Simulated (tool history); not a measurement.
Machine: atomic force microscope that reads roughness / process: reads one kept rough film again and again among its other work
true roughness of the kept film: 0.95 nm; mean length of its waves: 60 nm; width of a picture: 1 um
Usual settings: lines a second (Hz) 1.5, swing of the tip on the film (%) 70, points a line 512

run   hour  lines a second (Hz)  swing of the tip on the film (%)  points a line  roughness of the kept film (nm (root mean square))
  1      0                  1.5                                70            512                                                0.86
  2   13.9                  1.5                                70            512                                               0.859
  3   31.8                  1.5                                70            512                                               0.851
      34.9  -- new tip fitted
  4   47.1                 3.78                                70            512                                               0.774
  5   76.1                 3.78                                70            512                                               0.769
  6   91.2                  1.5                                60            512                                               0.885
     103.1  -- new tip fitted
  7  110.5                  1.5                                70            512                                               0.863
  8  137.8                 1.68                                70            512                                               0.847
  9  161.4                  1.5                                74            751                                               0.839
     171.3  -- new tip fitted
 10  179.7                  1.5                                86            751                                                0.79
 11  198.7                  1.5                                86            751                                               0.786
 12  222.4                  1.5                                86            751                                               0.781
 13  237.2                 0.84                                82            512                                                0.85
     239.4  -- new tip fitted
 14  262.7                  2.7                                61            826                                               0.861
 15  283.3                  2.7                                61            826                                               0.855
 16  297.3                 1.43                                82            944                                               0.807

Branching from run 16: 5 alternative next runs. What would each branch give?
     306.6  -- new tip fitted
  A  323.7                 1.43                                56            944                                                   ?
     306.6  -- new tip fitted
  B  323.7                  1.5                                70            341                                                   ?
     306.6  -- new tip fitted
  C  323.7                 2.94                                60            972                                                   ?
     306.6  -- new tip fitted
  D  323.7                 2.59                                61            944                                                   ?
     306.6  -- new tip fitted
  E  323.7                 1.43                                80            944                                                   ?

run  roughness of the kept film (nm (root mean square))
  A                                               0.904
  B                                               0.863
  C                                                0.86
  D                                               0.865
  E                                               0.825
Without the tool's hidden state the same runs would have given:
run  roughness of the kept film (nm (root mean square))
  A                                               0.909
  B                                               0.868
  C                                               0.865
  D                                                0.87
  E                                                0.83
